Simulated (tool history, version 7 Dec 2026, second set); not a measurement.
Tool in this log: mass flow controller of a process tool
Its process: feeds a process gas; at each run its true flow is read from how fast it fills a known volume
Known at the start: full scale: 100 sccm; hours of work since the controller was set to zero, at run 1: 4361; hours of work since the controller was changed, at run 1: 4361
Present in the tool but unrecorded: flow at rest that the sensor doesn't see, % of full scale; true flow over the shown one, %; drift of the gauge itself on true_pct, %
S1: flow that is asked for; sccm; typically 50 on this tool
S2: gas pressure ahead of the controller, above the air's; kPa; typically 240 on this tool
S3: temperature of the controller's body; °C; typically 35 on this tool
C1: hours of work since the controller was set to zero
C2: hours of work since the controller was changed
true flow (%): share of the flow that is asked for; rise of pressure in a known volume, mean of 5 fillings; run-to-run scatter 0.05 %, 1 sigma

run 1 hour=0 | S1=50 S2=240 S3=35 | C1=4361 C2=4361 | true_flow_(%)=98.42
run 2 hour=124.6 | S1=50 S2=240 S3=35 | C1=4441 C2=4441 | true_flow_(%)=98.43
run 3 hour=212.1 | S1=50 S2=240 S3=35 | C1=4498 C2=4498 | true_flow_(%)=98.44
run 4 hour=301.8 | S1=13 S2=240 S3=35 | C1=4556 C2=4556 | true_flow_(%)=97.74
run 5 hour=425.1 | S1=50 S2=240 S3=35 | C1=4636 C2=4636 | true_flow_(%)=98.43
run 6 hour=595.4 | S1=50 S2=142 S3=35 | C1=4746 C2=4746 | true_flow_(%)=98.04
run 7 hour=683.2 | S1=50 S2=142 S3=35 | C1=4802 C2=4802 | true_flow_(%)=98.04
run 8 hour=781.4 | S1=50 S2=142 S3=35 | C1=4866 C2=4866 | true_flow_(%)=98.1
run 9 hour=865.6 | S1=50 S2=203 S3=35 | C1=4920 C2=4920 | true_flow_(%)=98.28
run 10 hour=1030.6 | S1=50 S2=240 S3=35 | C1=5027 C2=5027 | true_flow_(%)=98.44
run 11 hour=1116.3 | S1=50 S2=240 S3=35 | C1=5082 C2=5082 | true_flow_(%)=98.46
run 12 hour=1191.7 | S1=50 S2=240 S3=35 | C1=5131 C2=5131 | true_flow_(%)=98.47
run 13 hour=1360.5 | S1=50 S2=240 S3=35 | C1=5240 C2=5240 | true_flow_(%)=98.4
run 14 hour=1484.2 | S1=50 S2=240 S3=35 | C1=5320 C2=5320 | true_flow_(%)=98.39
run 15 hour=1629.3 | S1=50 S2=240 S3=35 | C1=5414 C2=5414 | true_flow_(%)=98.48
run 16 hour=1775 | S1=50 S2=240 S3=35 | C1=5508 C2=5508 | true_flow_(%)=98.49
run 17 hour=1857.8 | S1=46 S2=149 S3=35 | C1=5562 C2=5562 | true_flow_(%)=98.09
run 18 hour=1967.6 | S1=50 S2=180 S3=25 | C1=5633 C2=5633 | true_flow_(%)=98.84

Predict the results of run 19:
run 19 hour=2112.4 | S1=50 S2=180 S3=25 | C1=5726 C2=5726 | true_flow_(%)=?

true flow (%): 98.77
On a tool with no hidden condition, and with the same random variation, this run would have come out at true flow (%) 98.77.

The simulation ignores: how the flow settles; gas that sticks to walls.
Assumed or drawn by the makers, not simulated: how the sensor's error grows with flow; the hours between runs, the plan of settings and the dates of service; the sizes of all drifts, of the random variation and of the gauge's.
